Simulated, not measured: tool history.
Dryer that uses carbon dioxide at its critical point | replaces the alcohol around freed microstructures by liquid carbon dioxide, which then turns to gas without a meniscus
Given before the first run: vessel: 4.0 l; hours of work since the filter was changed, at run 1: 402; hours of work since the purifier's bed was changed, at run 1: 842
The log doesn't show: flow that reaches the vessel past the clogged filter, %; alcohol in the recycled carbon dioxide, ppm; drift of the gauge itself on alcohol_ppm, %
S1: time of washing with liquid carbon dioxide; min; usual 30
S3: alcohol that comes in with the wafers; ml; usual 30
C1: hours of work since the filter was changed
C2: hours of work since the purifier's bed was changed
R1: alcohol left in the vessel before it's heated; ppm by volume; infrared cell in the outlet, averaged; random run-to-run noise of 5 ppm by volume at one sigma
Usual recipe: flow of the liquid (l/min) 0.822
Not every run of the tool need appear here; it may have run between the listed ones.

run 1 hour=0 | S1=30 flow_of_the_liquid_(l/min)=0.822 S3=30 | C1=402 C2=842 | R1=250
run 2 hour=35.9 | S1=30 flow_of_the_liquid_(l/min)=0.822 S3=30 | C1=431 C2=871 | R1=260
run 3 hour=64.7 | S1=30 flow_of_the_liquid_(l/min)=0.822 S3=30 | C1=454 C2=894 | R1=267
run 4 hour=115.4 | S1=30 flow_of_the_liquid_(l/min)=0.822 S3=30 | C1=494 C2=934 | R1=279
run 5 hour=153.1 | S1=30 flow_of_the_liquid_(l/min)=0.822 S3=32 | C1=524 C2=964 | R1=294
-- hour=158.7 inlet filter changed
run 6 hour=215.5 | S1=30 flow_of_the_liquid_(l/min)=0.822 S3=32 | C1=45 C2=1013 | R1=271
run 7 hour=269.7 | S1=30 flow_of_the_liquid_(l/min)=0.822 S3=32 | C1=89 C2=1057 | R1=278
run 8 hour=315.1 | S1=30 flow_of_the_liquid_(l/min)=1.374 S3=32 | C1=125 C2=1093 | R1=254
run 9 hour=351.1 | S1=30 flow_of_the_liquid_(l/min)=1.374 S3=32 | C1=154 C2=1121 | R1=248
run 10 hour=385 | S1=30 flow_of_the_liquid_(l/min)=1.374 S3=32 | C1=181 C2=1149 | R1=264
-- hour=393.5 purifier's bed changed
run 11 hour=414.5 | S1=30 flow_of_the_liquid_(l/min)=1.374 S3=32 | C1=202 C2=17 | R1=13
run 12 hour=452.5 | S1=30 flow_of_the_liquid_(l/min)=1.378 S3=26 | C1=232 C2=47 | R1=17
run 13 hour=489.9 | S1=30 flow_of_the_liquid_(l/min)=0.773 S3=60 | C1=262 C2=77 | R1=149

Pick out some run-to-run changes in R1. Of each, how much would a tool without hidden state show as well, from the settings, what came in and chance, and how much is left for the hidden state and any gauge scatter not in both results compared?
Run 10 -> 11: purifier's bed changed. R1 -251 ppm by volume: hidden state -251, all else +0.
